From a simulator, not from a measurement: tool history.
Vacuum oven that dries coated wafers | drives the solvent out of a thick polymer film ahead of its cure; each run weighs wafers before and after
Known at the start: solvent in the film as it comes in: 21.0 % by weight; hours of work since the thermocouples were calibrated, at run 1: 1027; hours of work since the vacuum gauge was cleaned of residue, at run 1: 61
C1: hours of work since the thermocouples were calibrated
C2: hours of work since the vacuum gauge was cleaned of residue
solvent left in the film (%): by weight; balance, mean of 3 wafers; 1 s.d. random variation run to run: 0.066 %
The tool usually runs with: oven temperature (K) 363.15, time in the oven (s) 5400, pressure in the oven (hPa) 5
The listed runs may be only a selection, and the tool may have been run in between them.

run 1 hour=0 | oven_temperature_(K)=363.15 time_in_the_oven_(s)=5400 pressure_in_the_oven_(hPa)=5 | C1=1027 C2=61 | solvent_left_in_the_film_(%)=4.3
run 2 hour=9.5 | oven_temperature_(K)=363.15 time_in_the_oven_(s)=5400 pressure_in_the_oven_(hPa)=5 | C1=1033 C2=67 | solvent_left_in_the_film_(%)=4.21
run 3 hour=27.1 | oven_temperature_(K)=363.15 time_in_the_oven_(s)=5400 pressure_in_the_oven_(hPa)=5 | C1=1043 C2=77 | solvent_left_in_the_film_(%)=4.31
run 4 hour=39.4 | oven_temperature_(K)=363.15 time_in_the_oven_(s)=5400 pressure_in_the_oven_(hPa)=5 | C1=1051 C2=84 | solvent_left_in_the_film_(%)=4.27
run 5 hour=50.2 | oven_temperature_(K)=363.15 time_in_the_oven_(s)=5400 pressure_in_the_oven_(hPa)=5 | C1=1057 C2=91 | solvent_left_in_the_film_(%)=4.24
run 6 hour=66.7 | oven_temperature_(K)=363.15 time_in_the_oven_(s)=8220 pressure_in_the_oven_(hPa)=5 | C1=1067 C2=100 | solvent_left_in_the_film_(%)=2.22
run 7 hour=83.7 | oven_temperature_(K)=363.15 time_in_the_oven_(s)=8220 pressure_in_the_oven_(hPa)=5 | C1=1077 C2=111 | solvent_left_in_the_film_(%)=2.26
run 8 hour=100.2 | oven_temperature_(K)=363.15 time_in_the_oven_(s)=8220 pressure_in_the_oven_(hPa)=5 | C1=1087 C2=120 | solvent_left_in_the_film_(%)=2.28
run 9 hour=115.4 | oven_temperature_(K)=363.15 time_in_the_oven_(s)=5880 pressure_in_the_oven_(hPa)=5 | C1=1096 C2=129 | solvent_left_in_the_film_(%)=3.78
run 10 hour=136.2 | oven_temperature_(K)=363.15 time_in_the_oven_(s)=5880 pressure_in_the_oven_(hPa)=5 | C1=1108 C2=142 | solvent_left_in_the_film_(%)=3.8
run 11 hour=146.2 | oven_temperature_(K)=363.15 time_in_the_oven_(s)=5880 pressure_in_the_oven_(hPa)=5.93 | C1=1114 C2=148 | solvent_left_in_the_film_(%)=3.84
run 12 hour=155.8 | oven_temperature_(K)=369.15 time_in_the_oven_(s)=2760 pressure_in_the_oven_(hPa)=5.93 | C1=1120 C2=153 | solvent_left_in_the_film_(%)=6.5
run 13 hour=167.3 | oven_temperature_(K)=363.15 time_in_the_oven_(s)=5940 pressure_in_the_oven_(hPa)=7.82 | C1=1126 C2=160 | solvent_left_in_the_film_(%)=3.93
run 14 hour=177.9 | oven_temperature_(K)=360.15 time_in_the_oven_(s)=3120 pressure_in_the_oven_(hPa)=7.82 | C1=1133 C2=166 | solvent_left_in_the_film_(%)=8.75
run 15 hour=187.9 | oven_temperature_(K)=360.15 time_in_the_oven_(s)=3120 pressure_in_the_oven_(hPa)=8.38 | C1=1139 C2=172 | solvent_left_in_the_film_(%)=8.78
run 16 hour=208.7 | oven_temperature_(K)=352.15 time_in_the_oven_(s)=8460 pressure_in_the_oven_(hPa)=9.45 | C1=1151 C2=185 | solvent_left_in_the_film_(%)=5.53
run 17 hour=223 | oven_temperature_(K)=352.15 time_in_the_oven_(s)=8460 pressure_in_the_oven_(hPa)=9.45 | C1=1159 C2=193 | solvent_left_in_the_film_(%)=5.44
run 18 hour=235.7 | oven_temperature_(K)=352.15 time_in_the_oven_(s)=4740 pressure_in_the_oven_(hPa)=15.51 | C1=1167 C2=201 | solvent_left_in_the_film_(%)=9.45
run 19 hour=257.8 | oven_temperature_(K)=365.15 time_in_the_oven_(s)=5400 pressure_in_the_oven_(hPa)=11.19 | C1=1180 C2=214 | solvent_left_in_the_film_(%)=4.06
run 20 hour=268.9 | oven_temperature_(K)=361.15 time_in_the_oven_(s)=3600 pressure_in_the_oven_(hPa)=7.56 | C1=1186 C2=220 | solvent_left_in_the_film_(%)=7.39
run 21 hour=287 | oven_temperature_(K)=374.15 time_in_the_oven_(s)=7560 pressure_in_the_oven_(hPa)=3.6 | C1=1197 C2=231 | solvent_left_in_the_film_(%)=0.71
run 22 hour=305.8 | oven_temperature_(K)=374.15 time_in_the_oven_(s)=7560 pressure_in_the_oven_(hPa)=3.6 | C1=1208 C2=242 | solvent_left_in_the_film_(%)=0.77

4 ways to go on from here, each from the tool as it stands after run 22. What would each give?
run A hour=317.9 | oven_temperature_(K)=349.15 time_in_the_oven_(s)=4980 pressure_in_the_oven_(hPa)=3.6 | C1=1215 C2=249 | solvent_left_in_the_film_(%)=?
run B hour=317.9 | oven_temperature_(K)=374.15 time_in_the_oven_(s)=7560 pressure_in_the_oven_(hPa)=5.5 | C1=1215 C2=249 | solvent_left_in_the_film_(%)=?
run C hour=317.9 | oven_temperature_(K)=374.15 time_in_the_oven_(s)=7560 pressure_in_the_oven_(hPa)=5.89 | C1=1215 C2=249 | solvent_left_in_the_film_(%)=?
run D hour=317.9 | oven_temperature_(K)=363.15 time_in_the_oven_(s)=8040 pressure_in_the_oven_(hPa)=4.62 | C1=1215 C2=249 | solvent_left_in_the_film_(%)=?

run=A solvent_left_in_the_film_(%)=8.96
run=B solvent_left_in_the_film_(%)=0.84
run=C solvent_left_in_the_film_(%)=0.92
run=D solvent_left_in_the_film_(%)=2.29
What these runs would have given with no unlogged condition in the tool:
run=A solvent_left_in_the_film_(%)=9.78
run=B solvent_left_in_the_film_(%)=1.11
run=C solvent_left_in_the_film_(%)=1.19
run=D solvent_left_in_the_film_(%)=2.88
